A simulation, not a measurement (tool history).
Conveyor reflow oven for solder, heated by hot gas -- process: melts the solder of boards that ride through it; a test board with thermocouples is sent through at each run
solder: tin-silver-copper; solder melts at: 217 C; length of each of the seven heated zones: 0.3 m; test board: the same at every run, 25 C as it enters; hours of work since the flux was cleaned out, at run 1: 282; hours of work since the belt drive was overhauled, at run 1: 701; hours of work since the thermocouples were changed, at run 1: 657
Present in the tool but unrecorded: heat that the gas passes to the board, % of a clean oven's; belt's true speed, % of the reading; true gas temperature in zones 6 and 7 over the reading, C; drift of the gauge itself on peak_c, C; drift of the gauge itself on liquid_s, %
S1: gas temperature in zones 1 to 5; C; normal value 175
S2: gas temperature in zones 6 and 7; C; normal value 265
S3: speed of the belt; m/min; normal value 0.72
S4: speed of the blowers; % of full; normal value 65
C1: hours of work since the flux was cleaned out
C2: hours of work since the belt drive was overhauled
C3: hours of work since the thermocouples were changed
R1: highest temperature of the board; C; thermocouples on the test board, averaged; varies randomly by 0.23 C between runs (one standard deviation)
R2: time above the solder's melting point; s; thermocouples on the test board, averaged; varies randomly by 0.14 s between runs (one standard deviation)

run 1 day=0 | S1=175 S2=265 S3=0.72 S4=65 | C1=282 C2=701 C3=657 | R1=248.9 R2=35.9
run 2 day=0.5 | S1=175 S2=265 S3=0.72 S4=65 | C1=290 C2=710 C3=665 | R1=249 R2=36
run 3 day=1.079 | S1=175 S2=265 S3=0.72 S4=65 | C1=300 C2=719 C3=675 | R1=248.6 R2=35.5
run 4 day=2.075 | S1=167 S2=265 S3=0.72 S4=65 | C1=317 C2=736 C3=692 | R1=247 R2=33.1
run 5 day=3.154 | S1=167 S2=265 S3=0.653 S4=65 | C1=335 C2=754 C3=710 | R1=250.7 R2=39.1
run 6 day=4.254 | S1=163 S2=265 S3=0.72 S4=65 | C1=354 C2=773 C3=728 | R1=246.2 R2=31.3
run 7 day=4.721 | S1=176 S2=265 S3=0.72 S4=65 | C1=362 C2=781 C3=736 | R1=249.1 R2=36.2
-- day=5.221 flux residue cleaned out of gas plates and filters
run 8 day=5.696 | S1=175 S2=265 S3=0.72 S4=65 | C1=8 C2=794 C3=749 | R1=247.6 R2=34.6
run 9 day=6.758 | S1=175 S2=265 S3=0.72 S4=65 | C1=26 C2=812 C3=767 | R1=247.4 R2=34.6
run 10 day=7.554 | S1=175 S2=265 S3=0.72 S4=65 | C1=39 C2=825 C3=780 | R1=246.9 R2=34.5
-- day=7.888 flux residue cleaned out of gas plates and filters, once more
run 11 day=8.288 | S1=175 S2=265 S3=0.72 S4=65 | C1=7 C2=834 C3=789 | R1=250.5 R2=36.9
run 12 day=9.238 | S1=175 S2=265 S3=0.72 S4=65 | C1=23 C2=850 C3=805 | R1=250.5 R2=37.1
run 13 day=9.883 | S1=188 S2=269 S3=0.844 S4=55 | C1=34 C2=861 C3=816 | R1=248.7 R2=32.1
run 14 day=10.421 | S1=188 S2=269 S3=0.844 S4=55 | C1=43 C2=870 C3=825 | R1=248.5 R2=31.9
run 15 day=10.992 | S1=187 S2=265 S3=0.792 S4=68 | C1=52 C2=879 C3=835 | R1=250.7 R2=36.1
run 16 day=11.554 | S1=187 S2=265 S3=0.792 S4=68 | C1=62 C2=889 C3=844 | R1=250.5 R2=36
run 17 day=12.154 | S1=175 S2=265 S3=0.766 S4=74 | C1=72 C2=899 C3=854 | R1=250.5 R2=34.7
run 18 day=13.212 | S1=175 S2=273 S3=0.753 S4=80 | C1=90 C2=917 C3=872 | R1=259.2 R2=39.5
run 19 day=14.142 | S1=175 S2=273 S3=0.753 S4=80 | C1=105 C2=932 C3=888 | R1=258.9 R2=39.2
run 20 day=15.217 | S1=175 S2=273 S3=0.831 S4=90 | C1=123 C2=951 C3=906 | R1=257.4 R2=35
run 21 day=16.112 | S1=175 S2=279 S3=0.72 S4=65 | C1=139 C2=966 C3=921 | R1=262.5 R2=42.1
run 22 day=16.933 | S1=175 S2=279 S3=0.72 S4=65 | C1=152 C2=979 C3=935 | R1=262.3 R2=42
run 23 day=17.45 | S1=168 S2=273 S3=0.843 S4=64 | C1=161 C2=988 C3=944 | R1=249.2 R2=28.4
run 24 day=17.908 | S1=168 S2=273 S3=0.843 S4=64 | C1=169 C2=996 C3=951 | R1=249 R2=28.5

Here are 3 independent what-if runs from the current tool condition. What would each one return?
run A day=18.358 | S1=175 S2=265 S3=0.672 S4=65 | C1=176 C2=1004 C3=959 | R1=? R2=?
run B day=18.358 | S1=161 S2=261 S3=0.843 S4=83 | C1=176 C2=1004 C3=959 | R1=? R2=?
run C day=18.358 | S1=175 S2=279 S3=0.778 S4=63 | C1=176 C2=1004 C3=959 | R1=? R2=?

run=A R1=252.6 R2=40.9
run=B R1=242.7 R2=24.6
run=C R1=258.6 R2=37.4
Had the tool no hidden state, the same runs would have come out as:
run=A R1=250.3 R2=39.2
run=B R1=240.8 R2=23.3
run=C R1=256.5 R2=36

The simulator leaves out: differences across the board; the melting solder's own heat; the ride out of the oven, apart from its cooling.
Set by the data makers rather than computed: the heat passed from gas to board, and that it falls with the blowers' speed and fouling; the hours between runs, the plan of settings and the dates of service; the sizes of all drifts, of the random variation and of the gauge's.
